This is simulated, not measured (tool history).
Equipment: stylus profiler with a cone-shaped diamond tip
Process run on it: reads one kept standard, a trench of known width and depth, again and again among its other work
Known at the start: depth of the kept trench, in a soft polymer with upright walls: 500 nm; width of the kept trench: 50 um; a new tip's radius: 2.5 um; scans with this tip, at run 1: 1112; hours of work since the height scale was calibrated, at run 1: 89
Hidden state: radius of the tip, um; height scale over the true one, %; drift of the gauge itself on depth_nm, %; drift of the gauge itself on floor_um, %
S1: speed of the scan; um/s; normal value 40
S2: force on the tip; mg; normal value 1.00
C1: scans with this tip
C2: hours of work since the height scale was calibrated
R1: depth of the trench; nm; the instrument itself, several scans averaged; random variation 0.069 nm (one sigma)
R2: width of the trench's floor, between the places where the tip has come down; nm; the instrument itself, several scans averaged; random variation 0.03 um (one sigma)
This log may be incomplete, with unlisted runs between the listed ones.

run	day	S1	S2	C1	C2	R1	R2
1	0.000	40	1.00	1112	89	503.07	46540
2	0.729	40	1.00	1276	102	502.82	46480
3	1.529	40	1.00	1454	116	502.85	46520
4	2.396	40	1.00	1649	132	503.08	46480
5	2.921	40	1.00	1767	141	502.87	46450
6	3.750	40	1.00	1953	156	502.90	46470
7	4.167	40	1.00	2046	164	503.01	46510
8	4.675	73	1.00	2161	173	503.10	46200
9	5.146	73	1.00	2266	181	502.98	46110
10	5.858	73	1.00	2426	194	502.87	46140
11	6.333	73	1.00	2533	202	503.10	46050
12	6.842	73	1.00	2647	212	502.99	46070
13	7.662	73	1.00	2831	226	503.10	46070
14	8.142	73	1.00	2938	235	503.19	46090
15	8.788	73	1.00	3083	246	503.05	46060
16	9.475	73	1.00	3237	259	503.12	46010
17	10.054	40	2.66	3367	269	505.96	46490
18	10.971	40	2.66	3573	286	505.89	46430
19	11.575	40	2.66	3708	296	505.79	46450
20	12.208	40	2.66	3851	308	505.82	46390
21	13.096	40	2.66	4049	324	505.93	46420
22	13.550	40	2.66	4151	332	505.94	46400
23	14.279	40	2.66	4315	345	505.98	46420
24	14.692	13	2.66	4408	352	505.99	46580
25	15.575	10	0.62	4605	368	502.44	46460
26	16.229	96	0.49	4753	380	502.16	45340
27	17.179	96	0.97	4966	397	503.29	45610
28	18.025	36	0.83	5155	412	502.96	46170
29	18.929	26	0.56	5358	428	502.46	46240
30	19.475	40	0.78	5481	438	502.98	46100
31	20.283	16	1.51	5662	453	504.33	46450
32	20.667	17	1.43	5748	459	504.13	46390
33	21.612	61	2.26	5960	476	505.49	46110
34	22.392	61	2.26	6135	490	505.50	46080
35	22.925	61	0.43	6254	500	502.11	45600
36	23.721	11	0.52	6433	514	502.43	46290
37	24.579	13	2.95	6625	530	506.68	46370
38	25.229	40	2.31	6771	541	505.70	46160
39	25.804	81	0.45	6900	552	502.28	45280
40	26.708	40	1.68	7104	568	504.64	46110
41	27.250	13	0.57	7225	577	502.50	46250
42	28.071	46	0.57	7409	592	502.69	45780
43	29.008	11	2.97	7619	609	506.79	46280
44	29.479	17	2.79	7725	617	506.48	46230
45	30.125	129	0.54	7870	629	502.50	44730
46	30.508	61	0.37	7956	636	502.13	45430
47	31.000	27	2.18	8066	645	505.64	46160

Forecast each of these 4 alternatives for the next run:
A	31.867	45	1.64	8260	660	?	?
B	31.867	27	0.47	8260	660	?	?
C	31.867	23	1.75	8260	660	?	?
D	31.867	124	1.00	8260	660	?	?

run	R1	R2
A	504.73	45990
B	502.34	45920
C	504.77	46150
D	503.61	45080
Without the tool's unlogged condition, the same runs would have read:
run	R1	R2
A	504.12	46690
B	501.73	46610
C	504.16	46840
D	503.01	45770

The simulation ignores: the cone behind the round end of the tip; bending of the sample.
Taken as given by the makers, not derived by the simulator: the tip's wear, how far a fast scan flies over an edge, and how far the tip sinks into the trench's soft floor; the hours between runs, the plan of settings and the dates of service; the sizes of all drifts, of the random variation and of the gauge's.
